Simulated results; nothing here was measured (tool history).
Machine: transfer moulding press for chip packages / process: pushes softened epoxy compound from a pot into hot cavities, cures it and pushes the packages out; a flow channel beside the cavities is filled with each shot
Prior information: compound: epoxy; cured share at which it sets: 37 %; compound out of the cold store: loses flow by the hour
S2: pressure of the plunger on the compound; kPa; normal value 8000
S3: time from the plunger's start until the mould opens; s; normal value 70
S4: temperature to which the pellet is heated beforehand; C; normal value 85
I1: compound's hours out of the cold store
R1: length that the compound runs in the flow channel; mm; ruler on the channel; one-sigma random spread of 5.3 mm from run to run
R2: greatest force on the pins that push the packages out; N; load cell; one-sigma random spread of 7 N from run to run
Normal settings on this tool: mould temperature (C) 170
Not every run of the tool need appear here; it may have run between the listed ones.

Run 1, day 0.000: usual settings; I1 17.7. Result: R1 528 mm, R2 452 N.
Run 2, day 0.488: usual settings; I1 17.1. Result: R1 531 mm, R2 448 N.
Run 3, day 1.100: usual settings but S3 93 s; I1 9.2. Result: R1 544 mm, R2 417 N.
At day 1.367: cavities cleaned with cleaning compound and waxed.
Run 4, day 1.817: usual settings but S3 93 s, S4 91 C; I1 15.0. Result: R1 533 mm, R2 477 N.
Run 5, day 2.371: usual settings but S3 93 s, S4 91 C; I1 38.5. Result: R1 480 mm, R2 490 N.
Run 6, day 3.154: usual settings but mould temperature (C) 173; I1 19.0. Result: R1 520 mm, R2 556 N.
Run 7, day 3.762: usual settings; I1 40.0. Result: R1 463 mm, R2 566 N.
Run 8, day 4.392: usual settings but S4 89 C; I1 18.4. Result: R1 515 mm, R2 619 N.
At day 4.525: cavities cleaned with cleaning compound and waxed.
At day 5.138: cavities cleaned with cleaning compound and waxed, once more.
Run 9, day 5.304: usual settings; I1 23.2. Result: R1 495 mm, R2 317 N.
Run 10, day 5.779: usual settings; I1 22.2. Result: R1 507 mm, R2 357 N.
Run 11, day 6.346: usual settings; I1 30.6. Result: R1 483 mm, R2 396 N.
Run 12, day 7.175: usual settings but S3 75 s; I1 23.3. Result: R1 499 mm, R2 423 N.
Run 13, day 7.600: usual settings but S3 106 s; I1 44.2. Result: R1 453 mm, R2 408 N.
At day 8.008: plunger's sealing rings changed.
At day 8.400: cavities cleaned with cleaning compound and waxed.
Run 14, day 8.596: usual settings but S3 106 s, S4 78 C; I1 13.7. Result: R1 565 mm, R2 253 N.
Run 15, day 9.125: usual settings but mould temperature (C) 164, S2 7330 kPa, S4 79 C; I1 23.6. Result: R1 533 mm, R2 537 N.
Run 16, day 9.788: usual settings but S2 6380 kPa; I1 16.8. Result: R1 501 mm, R2 435 N.
Run 17, day 10.438: usual settings but S2 6930 kPa, S3 81 s, S4 84 C; I1 9.5. Result: R1 544 mm, R2 419 N.
Run 18, day 10.917: usual settings but S2 6930 kPa, S3 59 s, S4 84 C; I1 18.0. Result: R1 517 mm, R2 669 N.
At day 11.550: cavities cleaned with cleaning compound and waxed.
Run 19, day 11.817: usual settings but S2 6930 kPa, S3 59 s, S4 84 C; I1 21.4. Result: R1 511 mm, R2 428 N.
Run 20, day 12.617: usual settings but S2 6930 kPa, S3 59 s, S4 84 C; I1 40.3. Result: R1 469 mm, R2 507 N.
Run 21, day 13.125: usual settings but mould temperature (C) 162, S2 6880 kPa, S3 61 s, S4 79 C; I1 38.2. Result: R1 478 mm, R2 925 N.
Run 22, day 13.875: usual settings but mould temperature (C) 162, S2 6880 kPa, S3 69 s, S4 80 C; I1 30.8. Result: R1 498 mm, R2 849 N.
At day 14.708: cavities cleaned with cleaning compound and waxed.
Run 23, day 14.708: usual settings but S2 7330 kPa, S3 84 s, S4 83 C; I1 13.8. Result: R1 534 mm, R2 258 N.
Run 24, day 15.554: usual settings but mould temperature (C) 168, S2 7330 kPa, S3 84 s, S4 83 C; I1 18.2. Result: R1 534 mm, R2 338 N.
Run 25, day 16.288: usual settings but S2 8590 kPa, S4 92 C; I1 45.7. Result: R1 488 mm, R2 401 N.
Run 26, day 16.854: usual settings but S2 8850 kPa, S3 98 s, S4 91 C; I1 26.9. Result: R1 546 mm, R2 384 N.
Run 27, day 17.683: usual settings but mould temperature (C) 176, S2 8730 kPa; I1 16.2. Result: R1 564 mm, R2 432 N.

Forecast each of these 5 alternatives for the next run:
At day 17.921: cavities cleaned with cleaning compound and waxed.
Run A, day 18.217: usual settings but mould temperature (C) 176, S2 9010 kPa; I1 27.6. Result: R1 ?, R2 ?.
At day 17.921: cavities cleaned with cleaning compound and waxed.
Run B, day 18.217: usual settings but mould temperature (C) 176, S2 8730 kPa, S4 78 C; I1 26.7. Result: R1 ?, R2 ?.
At day 17.921: cavities cleaned with cleaning compound and waxed.
Run C, day 18.217: usual settings but S2 8730 kPa, S3 54 s, S4 84 C; I1 42.0. Result: R1 ?, R2 ?.
At day 17.921: cavities cleaned with cleaning compound and waxed.
Run D, day 18.217: usual settings but S4 82 C; I1 42.0. Result: R1 ?, R2 ?.
At day 17.921: cavities cleaned with cleaning compound and waxed.
Run E, day 18.217: usual settings but S3 56 s; I1 29.2. Result: R1 ?, R2 ?.

run   R1   R2
  A  543  271
  B  540  288
  C  506  510
  D  477  314
  E  516  493
The same runs, with their run-to-run variation unchanged, on a tool lacking any hidden condition would have given:
run   R1   R2
  A  563  244
  B  559  259
  C  524  435
  D  494  277
  E  534  421

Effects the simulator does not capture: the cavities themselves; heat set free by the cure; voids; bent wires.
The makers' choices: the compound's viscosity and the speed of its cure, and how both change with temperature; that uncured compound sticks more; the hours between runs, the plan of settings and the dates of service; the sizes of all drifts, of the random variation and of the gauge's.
